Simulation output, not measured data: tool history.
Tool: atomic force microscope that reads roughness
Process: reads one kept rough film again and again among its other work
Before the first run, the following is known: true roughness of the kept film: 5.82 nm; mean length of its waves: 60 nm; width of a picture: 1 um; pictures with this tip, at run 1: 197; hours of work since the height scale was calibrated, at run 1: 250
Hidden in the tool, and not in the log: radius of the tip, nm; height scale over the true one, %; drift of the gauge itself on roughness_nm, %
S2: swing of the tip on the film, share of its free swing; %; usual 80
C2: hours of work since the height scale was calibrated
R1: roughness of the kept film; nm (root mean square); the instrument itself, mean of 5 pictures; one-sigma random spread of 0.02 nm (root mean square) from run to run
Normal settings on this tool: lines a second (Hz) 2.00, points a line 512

{"run": 1, "hour": 0.0, "lines a second (Hz)": 2.0, "S2": 80, "points a line": 512, "pictures with this tip": 197, "C2": 250, "R1": 5.023}
{"run": 2, "hour": 35.1, "lines a second (Hz)": 2.0, "S2": 80, "points a line": 512, "pictures with this tip": 236, "C2": 266, "R1": 4.976}
{"run": 3, "hour": 62.2, "lines a second (Hz)": 2.5, "S2": 80, "points a line": 512, "pictures with this tip": 266, "C2": 279, "R1": 4.859}
{"run": 4, "hour": 98.2, "lines a second (Hz)": 1.06, "S2": 80, "points a line": 512, "pictures with this tip": 306, "C2": 296, "R1": 5.246}
{"run": 5, "hour": 129.5, "lines a second (Hz)": 2.0, "S2": 80, "points a line": 351, "pictures with this tip": 340, "C2": 310, "R1": 4.984}
{"hour": 154.0, "done": "new tip fitted"}
{"run": 6, "hour": 166.4, "lines a second (Hz)": 2.0, "S2": 80, "points a line": 351, "pictures with this tip": 14, "C2": 327, "R1": 4.963}
{"run": 7, "hour": 196.6, "lines a second (Hz)": 2.0, "S2": 80, "points a line": 351, "pictures with this tip": 47, "C2": 341, "R1": 4.977}
{"run": 8, "hour": 225.1, "lines a second (Hz)": 2.0, "S2": 80, "points a line": 351, "pictures with this tip": 79, "C2": 354, "R1": 4.965}
{"run": 9, "hour": 258.5, "lines a second (Hz)": 2.0, "S2": 80, "points a line": 351, "pictures with this tip": 116, "C2": 370, "R1": 4.959}
{"run": 10, "hour": 290.3, "lines a second (Hz)": 1.01, "S2": 80, "points a line": 512, "pictures with this tip": 151, "C2": 385, "R1": 5.274}
{"run": 11, "hour": 312.4, "lines a second (Hz)": 1.01, "S2": 80, "points a line": 512, "pictures with this tip": 175, "C2": 395, "R1": 5.265}
{"run": 12, "hour": 338.5, "lines a second (Hz)": 1.01, "S2": 86, "points a line": 512, "pictures with this tip": 204, "C2": 407, "R1": 5.169}
{"run": 13, "hour": 376.7, "lines a second (Hz)": 2.0, "S2": 80, "points a line": 512, "pictures with this tip": 247, "C2": 425, "R1": 4.977}
{"run": 14, "hour": 398.3, "lines a second (Hz)": 2.0, "S2": 80, "points a line": 512, "pictures with this tip": 271, "C2": 435, "R1": 4.992}
{"run": 15, "hour": 436.7, "lines a second (Hz)": 2.0, "S2": 80, "points a line": 512, "pictures with this tip": 313, "C2": 453, "R1": 4.969}
{"run": 16, "hour": 475.7, "lines a second (Hz)": 2.0, "S2": 80, "points a line": 512, "pictures with this tip": 356, "C2": 471, "R1": 4.975}
{"hour": 488.3, "done": "new tip fitted"}
{"run": 17, "hour": 514.4, "lines a second (Hz)": 2.0, "S2": 80, "points a line": 512, "pictures with this tip": 29, "C2": 489, "R1": 4.978}
{"run": 18, "hour": 542.1, "lines a second (Hz)": 2.0, "S2": 80, "points a line": 512, "pictures with this tip": 59, "C2": 502, "R1": 4.967}
{"run": 19, "hour": 558.2, "lines a second (Hz)": 2.0, "S2": 80, "points a line": 512, "pictures with this tip": 77, "C2": 509, "R1": 4.971}
{"run": 20, "hour": 579.4, "lines a second (Hz)": 2.0, "S2": 80, "points a line": 512, "pictures with this tip": 101, "C2": 519, "R1": 4.991}
{"run": 21, "hour": 606.7, "lines a second (Hz)": 2.0, "S2": 80, "points a line": 512, "pictures with this tip": 131, "C2": 532, "R1": 4.98}
{"run": 22, "hour": 645.8, "lines a second (Hz)": 2.0, "S2": 65, "points a line": 512, "pictures with this tip": 174, "C2": 550, "R1": 5.311}
{"run": 23, "hour": 664.9, "lines a second (Hz)": 2.0, "S2": 65, "points a line": 512, "pictures with this tip": 195, "C2": 559, "R1": 5.277}
{"run": 24, "hour": 699.7, "lines a second (Hz)": 2.0, "S2": 65, "points a line": 512, "pictures with this tip": 234, "C2": 575, "R1": 5.292}
{"run": 25, "hour": 734.0, "lines a second (Hz)": 1.51, "S2": 80, "points a line": 512, "pictures with this tip": 272, "C2": 591, "R1": 5.128}
{"run": 26, "hour": 755.0, "lines a second (Hz)": 1.84, "S2": 80, "points a line": 512, "pictures with this tip": 295, "C2": 601, "R1": 5.021}
{"run": 27, "hour": 779.5, "lines a second (Hz)": 1.84, "S2": 80, "points a line": 512, "pictures with this tip": 322, "C2": 612, "R1": 5.038}
{"run": 28, "hour": 802.8, "lines a second (Hz)": 1.84, "S2": 80, "points a line": 512, "pictures with this tip": 348, "C2": 623, "R1": 5.018}
{"hour": 821.4, "done": "new tip fitted"}
{"run": 29, "hour": 835.1, "lines a second (Hz)": 3.26, "S2": 87, "points a line": 455, "pictures with this tip": 15, "C2": 638, "R1": 4.375}
{"run": 30, "hour": 865.3, "lines a second (Hz)": 3.26, "S2": 87, "points a line": 455, "pictures with this tip": 49, "C2": 652, "R1": 4.393}
{"run": 31, "hour": 902.6, "lines a second (Hz)": 1.82, "S2": 78, "points a line": 369, "pictures with this tip": 90, "C2": 669, "R1": 5.071}
{"run": 32, "hour": 929.6, "lines a second (Hz)": 1.37, "S2": 74, "points a line": 992, "pictures with this tip": 120, "C2": 682, "R1": 5.291}
{"run": 33, "hour": 959.5, "lines a second (Hz)": 3.27, "S2": 80, "points a line": 512, "pictures with this tip": 153, "C2": 696, "R1": 4.649}
{"run": 34, "hour": 991.8, "lines a second (Hz)": 3.27, "S2": 80, "points a line": 512, "pictures with this tip": 189, "C2": 711, "R1": 4.653}
{"run": 35, "hour": 1012.9, "lines a second (Hz)": 2.01, "S2": 89, "points a line": 583, "pictures with this tip": 212, "C2": 720, "R1": 4.703}
{"run": 36, "hour": 1043.4, "lines a second (Hz)": 2.31, "S2": 59, "points a line": 262, "pictures with this tip": 246, "C2": 735, "R1": 5.349}
{"run": 37, "hour": 1060.9, "lines a second (Hz)": 2.03, "S2": 80, "points a line": 684, "pictures with this tip": 266, "C2": 743, "R1": 4.973}
{"run": 38, "hour": 1078.1, "lines a second (Hz)": 2.03, "S2": 80, "points a line": 684, "pictures with this tip": 285, "C2": 751, "R1": 4.96}
{"run": 39, "hour": 1095.2, "lines a second (Hz)": 0.55, "S2": 80, "points a line": 391, "pictures with this tip": 304, "C2": 759, "R1": 5.362}
{"run": 40, "hour": 1124.3, "lines a second (Hz)": 0.94, "S2": 82, "points a line": 286, "pictures with this tip": 336, "C2": 772, "R1": 5.221}
{"hour": 1153.2, "done": "new tip fitted"}
{"run": 41, "hour": 1153.2, "lines a second (Hz)": 0.94, "S2": 82, "points a line": 286, "pictures with this tip": 0, "C2": 786, "R1": 5.24}
{"run": 42, "hour": 1171.9, "lines a second (Hz)": 0.94, "S2": 82, "points a line": 286, "pictures with this tip": 21, "C2": 794, "R1": 5.229}
{"run": 43, "hour": 1203.7, "lines a second (Hz)": 0.94, "S2": 82, "points a line": 286, "pictures with this tip": 56, "C2": 809, "R1": 5.262}
{"run": 44, "hour": 1233.7, "lines a second (Hz)": 0.8, "S2": 67, "points a line": 269, "pictures with this tip": 89, "C2": 823, "R1": 5.418}
{"run": 45, "hour": 1259.3, "lines a second (Hz)": 0.8, "S2": 67, "points a line": 269, "pictures with this tip": 118, "C2": 835, "R1": 5.411}
{"run": 46, "hour": 1285.1, "lines a second (Hz)": 1.91, "S2": 88, "points a line": 299, "pictures with this tip": 146, "C2": 847, "R1": 4.792}
{"run": 47, "hour": 1318.4, "lines a second (Hz)": 2.0, "S2": 80, "points a line": 311, "pictures with this tip": 183, "C2": 862, "R1": 4.974}
{"run": 48, "hour": 1342.8, "lines a second (Hz)": 2.0, "S2": 80, "points a line": 311, "pictures with this tip": 210, "C2": 874, "R1": 4.966}
{"run": 49, "hour": 1368.1, "lines a second (Hz)": 2.0, "S2": 83, "points a line": 512, "pictures with this tip": 238, "C2": 886, "R1": 4.908}
{"run": 50, "hour": 1405.4, "lines a second (Hz)": 2.0, "S2": 83, "points a line": 512, "pictures with this tip": 280, "C2": 903, "R1": 4.881}

Forecast each of these 5 alternatives for the next run:
{"run": "A", "hour": 1429.7, "lines a second (Hz)": 0.51, "S2": 63, "points a line": 866, "pictures with this tip": 307, "C2": 914, "R1": "?"}
{"run": "B", "hour": 1429.7, "lines a second (Hz)": 2.0, "S2": 83, "points a line": 318, "pictures with this tip": 307, "C2": 914, "R1": "?"}
{"run": "C", "hour": 1429.7, "lines a second (Hz)": 2.24, "S2": 80, "points a line": 625, "pictures with this tip": 307, "C2": 914, "R1": "?"}
{"run": "D", "hour": 1429.7, "lines a second (Hz)": 0.63, "S2": 79, "points a line": 529, "pictures with this tip": 307, "C2": 914, "R1": "?"}
{"run": "E", "hour": 1429.7, "lines a second (Hz)": 3.13, "S2": 80, "points a line": 783, "pictures with this tip": 307, "C2": 914, "R1": "?"}

run=A R1=5.498
run=B R1=4.915
run=C R1=4.918
run=D R1=5.378
run=E R1=4.720
Without the tool's hidden state the same runs would have given:
run=A R1=5.506
run=B R1=4.922
run=C R1=4.925
run=D R1=5.386
run=E R1=4.727
